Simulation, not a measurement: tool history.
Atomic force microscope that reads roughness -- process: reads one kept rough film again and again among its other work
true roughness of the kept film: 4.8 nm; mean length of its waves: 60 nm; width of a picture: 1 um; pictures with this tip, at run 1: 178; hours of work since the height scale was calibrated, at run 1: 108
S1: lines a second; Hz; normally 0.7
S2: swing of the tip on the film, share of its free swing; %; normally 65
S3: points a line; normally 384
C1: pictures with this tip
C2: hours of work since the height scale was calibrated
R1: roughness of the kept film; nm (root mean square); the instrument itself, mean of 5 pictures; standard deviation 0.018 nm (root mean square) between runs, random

run	hour	S1	S2	S3	C1	C2	R1
1	0	0.7	65	384	178	108	4.134
2	4.5	0.7	65	384	186	111	4.126
3	12.9	0.7	65	384	200	115	4.102
4	23	0.7	65	384	218	121	4.048
5	32.1	0.7	72	384	233	126	3.977
# hour 33.7: height scale calibrated on a step standard
6	39	0.7	72	384	243	3	3.991
7	46.3	0.7	72	384	256	7	3.98
8	53.8	0.7	65	358	269	11	3.98
# hour 56.8: height scale calibrated on a step standard, once more
9	61.5	0.7	65	358	280	3	3.958
10	66.1	1.982	68	449	288	5	3.802
11	71	1.807	66	863	296	8	3.825
12	77	1.807	66	863	307	11	3.819
13	85	1.807	66	863	320	16	3.8
# hour 89.4: new tip fitted
14	91	2.737	74	786	3	19	4.114
15	99.2	2.737	74	786	17	24	4.08
16	103.7	0.511	65	366	24	26	4.404
17	113.7	0.511	65	366	42	32	4.401
18	118.7	0.561	66	282	50	35	4.406

Hidden state or all else? Some run-to-run changes of R1, split into what the settings, what came in and random variation would give without the hidden state, and what is left for the hidden state (with any gauge scatter that isn't in both results):
The tool's hidden condition here consists of: radius of the tip, nm; height scale over the true one, %; drift of the gauge itself on roughness_nm, %.
Run 13 -> 14: S1 1.807 -> 2.737, S2 66 -> 74, S3 863 -> 786, new tip fitted. R1 +0.314 nm (root mean square): hidden state +0.562, all else -0.248.
Run 15 -> 16: S1 2.737 -> 0.511, S2 74 -> 65, S3 786 -> 366. R1 +0.324 nm (root mean square): hidden state -0.019, all else +0.343.
